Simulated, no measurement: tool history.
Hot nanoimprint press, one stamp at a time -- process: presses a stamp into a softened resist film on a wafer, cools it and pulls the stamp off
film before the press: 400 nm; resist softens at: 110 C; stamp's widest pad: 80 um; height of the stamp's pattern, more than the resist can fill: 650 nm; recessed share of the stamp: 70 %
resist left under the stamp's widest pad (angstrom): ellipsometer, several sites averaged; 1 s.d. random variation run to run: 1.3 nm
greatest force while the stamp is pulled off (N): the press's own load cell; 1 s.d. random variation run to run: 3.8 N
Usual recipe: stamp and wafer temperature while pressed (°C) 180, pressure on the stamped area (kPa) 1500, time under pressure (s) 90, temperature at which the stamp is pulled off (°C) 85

run   hour  stamp and wafer temperature while pressed (°C)  pressure on the stamped area (kPa)  time under pressure (s)  temperature at which the stamp is pulled off (°C)  resist left under the stamp's widest pad (angstrom)  greatest force while the stamp is pulled off (N)
  1      0                                             180                                1500                       90                                                 85                                                 1935                                               196
  2   17.6                                             180                                1500                       49                                                 85                                                 2341                                               196
  3   35.9                                             180                                1500                       49                                                 85                                                 2317                                               192
  4   59.3                                             180                                1500                       49                                                 85                                                 2365                                               199
  5   72.9                                             180                                1500                       90                                                 85                                                 1899                                               201
  6     97                                             180                                1500                       80                                                 85                                                 1985                                               198
  7  116.9                                             180                                1500                       80                                                 85                                                 1964                                               198
  8  130.1                                             191                                1500                       90                                                 85                                                 1085                                               196
     153.1  -- plate thermocouple calibrated
  9  157.8                                             191                                1500                       90                                                 85                                                 1116                                               209
 10  175.5                                             191                                1500                       90                                                 85                                                 1118                                               207
 11  193.8                                             191                                1500                       90                                                 85                                                 1116                                               213
 12  205.3                                             191                                1500                       90                                                 85                                                 1115                                               205
 13  220.4                                             191                                1500                       90                                                 85                                                 1124                                               218
 14  235.5                                             191                                1500                       90                                                 85                                                 1109                                               222
 15  246.4                                             191                                1500                       90                                                 85                                                 1105                                               213
 16  263.4                                             180                                1510                       90                                                 85                                                 1937                                               214
 17  287.5                                             188                                1210                      103                                                 74                                                 1367                                               264
 18  306.1                                             180                                2160                      115                                                 80                                                 1474                                               243
 19  327.4                                             184                                1500                       58                                                 85                                                 1806                                               222
 20  351.8                                             184                                1500                       58                                                 85                                                 1851                                               219
 21  371.7                                             184                                1500                      127                                                 76                                                 1378                                               266
 22  382.2                                             180                                1170                       90                                                 85                                                 2150                                               233
 23  395.1                                             180                                1170                       90                                                 85                                                 2117                                               228
 24  417.7                                             180                                1170                       90                                                 85                                                 2120                                               227
 25  432.3                                             184                                2030                       49                                                 77                                                 1680                                               273
 26  447.8                                             178                                1700                       90                                                 85                                                 1973                                               231
 27  459.8                                             186                                1500                       61                                                 85                                                 1611                                               237
 28  472.6                                             186                                1500                       61                                                 85                                                 1600                                               249
 29    486                                             181                                1500                       90                                                 91                                                 1775                                               209
 30  499.1                                             183                                1090                       58                                                 73                                                 2169                                               291

Measured minus without-hidden-state, run by run (identical run-to-run variation in each term; gauge scatter may differ):
Hidden conditions of the tool in this case: true temperature over the reading, C; pressure that arrives at the usual setting, %; grip of the stamp's worn release coat, % over a new coat's; drift of the gauge itself on residual_nm, %; drift of the gauge itself on pull_off_n, %.
run  resist left under the stamp's widest pad (angstrom)  greatest force while the stamp is pulled off (N)
  1                                                  -20                                                +8
  2                                                  -25                                                +9
  3                                                  -28                                               +11
  4                                                  -34                                               +13
  5                                                  -34                                               +15
  6                                                  -41                                               +17
  7                                                  -45                                               +19
  8                                                  -25                                               +19
  9                                                  +10                                               +25
 10                                                   +8                                               +26
 11                                                   +6                                               +29
 12                                                   +5                                               +29
 13                                                   +3                                               +31
 14                                                   +1                                               +33
 15                                                   +0                                               +33
 16                                                   -7                                               +34
 17                                                  -10                                               +45
 18                                                   -6                                               +43
 19                                                  -17                                               +41
 20                                                  -22                                               +42
 21                                                  -22                                               +53
 22                                                  -38                                               +47
 23                                                  -40                                               +47
 24                                                  -45                                               +48
 25                                                  -29                                               +60
 26                                                  -45                                               +52
 27                                                  -39                                               +55
 28                                                  -41                                               +58
 29                                                  -51                                               +50
 30                                                  -62                                               +71
